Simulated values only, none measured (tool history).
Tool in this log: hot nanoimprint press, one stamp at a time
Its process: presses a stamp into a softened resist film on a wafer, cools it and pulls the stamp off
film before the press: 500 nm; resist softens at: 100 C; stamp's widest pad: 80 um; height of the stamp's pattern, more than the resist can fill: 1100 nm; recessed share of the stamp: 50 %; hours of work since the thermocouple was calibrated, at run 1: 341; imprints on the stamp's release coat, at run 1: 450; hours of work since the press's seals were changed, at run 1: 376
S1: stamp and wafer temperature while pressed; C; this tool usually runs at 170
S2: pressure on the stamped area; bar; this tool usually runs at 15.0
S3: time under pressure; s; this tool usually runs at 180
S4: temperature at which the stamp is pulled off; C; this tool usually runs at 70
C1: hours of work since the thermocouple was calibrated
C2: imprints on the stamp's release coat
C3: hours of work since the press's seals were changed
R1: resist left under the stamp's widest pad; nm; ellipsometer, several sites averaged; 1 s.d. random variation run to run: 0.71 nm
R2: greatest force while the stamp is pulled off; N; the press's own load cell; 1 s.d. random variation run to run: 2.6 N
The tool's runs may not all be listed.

run	hour	S1	S2	S3	S4	C1	C2	C3	R1	R2
1	0.0	170	15.0	180	70	341	450	376	185.3	260
2	15.1	170	21.8	180	70	350	498	384	154.3	256
3	30.4	170	21.8	180	70	358	547	393	154.3	259
# hour 45.5: plate thermocouple calibrated
# hour 55.2: stamp cleaned and given a new release coat
4	55.2	170	21.8	180	70	2	0	402	144.7	224
5	69.5	170	21.8	180	70	10	45	410	145.5	224
6	79.9	170	21.8	180	70	16	79	416	146.4	228
7	96.5	170	21.8	180	70	26	132	426	145.2	230
8	111.1	169	10.9	180	70	34	178	434	215.6	235
9	124.5	170	23.8	180	59	41	221	441	140.0	256
10	135.3	165	15.0	180	70	48	256	448	227.6	238

Run 11 has not been measured yet. What should we expect?
11	154.4	170	18.8	180	70	58	317	458	?	?

Run 11 measured R1 157.8 nm, R2 244 N.
Take away the tool's hidden state, keep the run-to-run variation as it was, and the same run would have given R1 156.8 nm, R2 225 N.
